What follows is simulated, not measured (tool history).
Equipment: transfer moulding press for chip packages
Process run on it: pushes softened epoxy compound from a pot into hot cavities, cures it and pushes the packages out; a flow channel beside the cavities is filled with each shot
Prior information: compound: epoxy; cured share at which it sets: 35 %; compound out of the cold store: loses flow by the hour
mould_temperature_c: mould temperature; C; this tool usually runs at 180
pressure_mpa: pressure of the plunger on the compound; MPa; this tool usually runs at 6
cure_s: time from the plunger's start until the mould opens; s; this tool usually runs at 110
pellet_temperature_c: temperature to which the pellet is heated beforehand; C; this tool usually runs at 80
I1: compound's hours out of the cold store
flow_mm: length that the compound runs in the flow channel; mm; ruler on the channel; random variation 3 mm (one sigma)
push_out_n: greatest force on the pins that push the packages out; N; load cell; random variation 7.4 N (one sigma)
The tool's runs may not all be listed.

{"run": 1, "hour": 0.0, "mould_temperature_c": 180, "pressure_mpa": 6, "cure_s": 110, "pellet_temperature_c": 80, "I1": 36.2, "flow_mm": 845, "push_out_n": 310}
{"run": 2, "hour": 23.1, "mould_temperature_c": 180, "pressure_mpa": 6, "cure_s": 110, "pellet_temperature_c": 80, "I1": 20.9, "flow_mm": 913, "push_out_n": 407}
{"run": 3, "hour": 48.9, "mould_temperature_c": 180, "pressure_mpa": 6.15, "cure_s": 110, "pellet_temperature_c": 80, "I1": 32.7, "flow_mm": 866, "push_out_n": 488}
{"hour": 55.7, "done": "plunger's sealing rings changed"}
{"run": 4, "hour": 67.7, "mould_temperature_c": 180, "pressure_mpa": 6.15, "cure_s": 110, "pellet_temperature_c": 80, "I1": 47.4, "flow_mm": 837, "push_out_n": 527}
{"run": 5, "hour": 80.9, "mould_temperature_c": 180, "pressure_mpa": 6.15, "cure_s": 110, "pellet_temperature_c": 80, "I1": 13.8, "flow_mm": 1011, "push_out_n": 541}
{"run": 6, "hour": 109.0, "mould_temperature_c": 180, "pressure_mpa": 6.15, "cure_s": 110, "pellet_temperature_c": 80, "I1": 19.3, "flow_mm": 974, "push_out_n": 581}
{"run": 7, "hour": 136.1, "mould_temperature_c": 180, "pressure_mpa": 6, "cure_s": 110, "pellet_temperature_c": 80, "I1": 27.6, "flow_mm": 922, "push_out_n": 582}
{"hour": 148.0, "done": "cavities cleaned with cleaning compound and waxed"}
{"run": 8, "hour": 166.6, "mould_temperature_c": 180, "pressure_mpa": 6, "cure_s": 110, "pellet_temperature_c": 86, "I1": 28.3, "flow_mm": 910, "push_out_n": 405}
{"run": 9, "hour": 187.5, "mould_temperature_c": 180, "pressure_mpa": 6, "cure_s": 110, "pellet_temperature_c": 80, "I1": 28.1, "flow_mm": 911, "push_out_n": 477}
{"run": 10, "hour": 217.6, "mould_temperature_c": 180, "pressure_mpa": 6, "cure_s": 110, "pellet_temperature_c": 80, "I1": 17.7, "flow_mm": 959, "push_out_n": 518}
{"run": 11, "hour": 232.8, "mould_temperature_c": 180, "pressure_mpa": 4.86, "cure_s": 110, "pellet_temperature_c": 80, "I1": 11.8, "flow_mm": 894, "push_out_n": 564}
{"run": 12, "hour": 260.9, "mould_temperature_c": 180, "pressure_mpa": 7.42, "cure_s": 110, "pellet_temperature_c": 80, "I1": 33.5, "flow_mm": 976, "push_out_n": 567}
{"run": 13, "hour": 288.3, "mould_temperature_c": 180, "pressure_mpa": 5.78, "cure_s": 110, "pellet_temperature_c": 80, "I1": 47.8, "flow_mm": 797, "push_out_n": 558}
{"hour": 291.1, "done": "cavities cleaned with cleaning compound and waxed"}
{"run": 14, "hour": 315.4, "mould_temperature_c": 175, "pressure_mpa": 5.78, "cure_s": 110, "pellet_temperature_c": 80, "I1": 9.8, "flow_mm": 993, "push_out_n": 532}
{"run": 15, "hour": 345.5, "mould_temperature_c": 175, "pressure_mpa": 5.78, "cure_s": 144, "pellet_temperature_c": 80, "I1": 13.2, "flow_mm": 978, "push_out_n": 487}
{"run": 16, "hour": 363.1, "mould_temperature_c": 175, "pressure_mpa": 5.78, "cure_s": 144, "pellet_temperature_c": 80, "I1": 25.3, "flow_mm": 906, "push_out_n": 510}

Run 17 comes next. What will it give?
{"run": 17, "hour": 385.1, "mould_temperature_c": 175, "pressure_mpa": 6.43, "cure_s": 113, "pellet_temperature_c": 80, "I1": 33.2, "flow_mm": "?", "push_out_n": "?"}

{"run 17": {"flow_mm": 916, "push_out_n": 648}}
The same run, on a tool lacking any hidden state, would have yielded flow_mm 944 mm, push_out_n 344 N.
